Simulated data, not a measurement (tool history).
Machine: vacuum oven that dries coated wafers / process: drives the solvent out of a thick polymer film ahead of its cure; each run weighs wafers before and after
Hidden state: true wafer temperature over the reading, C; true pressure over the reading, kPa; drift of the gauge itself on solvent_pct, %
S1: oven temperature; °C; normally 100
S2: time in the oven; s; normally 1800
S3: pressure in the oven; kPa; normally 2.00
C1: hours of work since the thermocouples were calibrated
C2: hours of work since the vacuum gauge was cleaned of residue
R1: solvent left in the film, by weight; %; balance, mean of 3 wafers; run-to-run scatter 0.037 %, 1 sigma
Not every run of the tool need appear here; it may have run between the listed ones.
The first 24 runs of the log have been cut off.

run,day,S1,S2,S3,C1,C2,R1
25,48.588,98,1800,7.84,583,2001,6.41
26,50.612,103,1320,7.84,622,2039,5.43
27,53.342,103,1320,7.84,674,2092,5.48
28,54.783,103,1320,7.84,702,2119,5.56
29,56.271,100,1920,3.35,730,2148,3.00
30,57.917,90,1320,4.00,762,2180,6.48
31,59.808,90,1320,4.00,798,2216,6.49
32,62.467,107,1800,2.00,849,2267,1.60
33,64.612,103,1500,3.01,890,2308,2.77
34,67.096,97,1800,2.00,938,2356,2.79
35,69.608,88,1800,3.73,986,2404,6.22
36,72.458,100,1800,3.73,1041,2458,3.47
37,74.725,100,1800,3.73,1084,2502,3.50
38,77.521,109,2460,1.59,1138,2555,1.20
39,79.496,100,2820,1.61,1176,2593,1.77
40,81.296,110,960,4.73,1210,2628,3.36
41,83.342,102,1860,2.23,1249,2667,2.25
# day 84.579: vacuum gauge cleaned of residue and calibrated
42,85.200,102,1860,2.23,1284,12,1.71
43,87.696,90,1020,1.70,1332,60,5.35
# day 88.392: oven's thermocouples calibrated
44,89.104,90,1020,1.70,14,85,4.96

3 ways to go on from here, each from the tool as it stands after run 44. What would each give?
A,90.562,102,1740,1.32,42,113,?
B,90.562,106,2040,5.65,42,113,?
C,90.562,114,1560,2.00,42,113,?

run,R1
A,1.20
B,2.96
C,0.87
Had the tool no hidden state, the same runs would have come out as:
run,R1
A,1.17
B,2.92
C,0.85
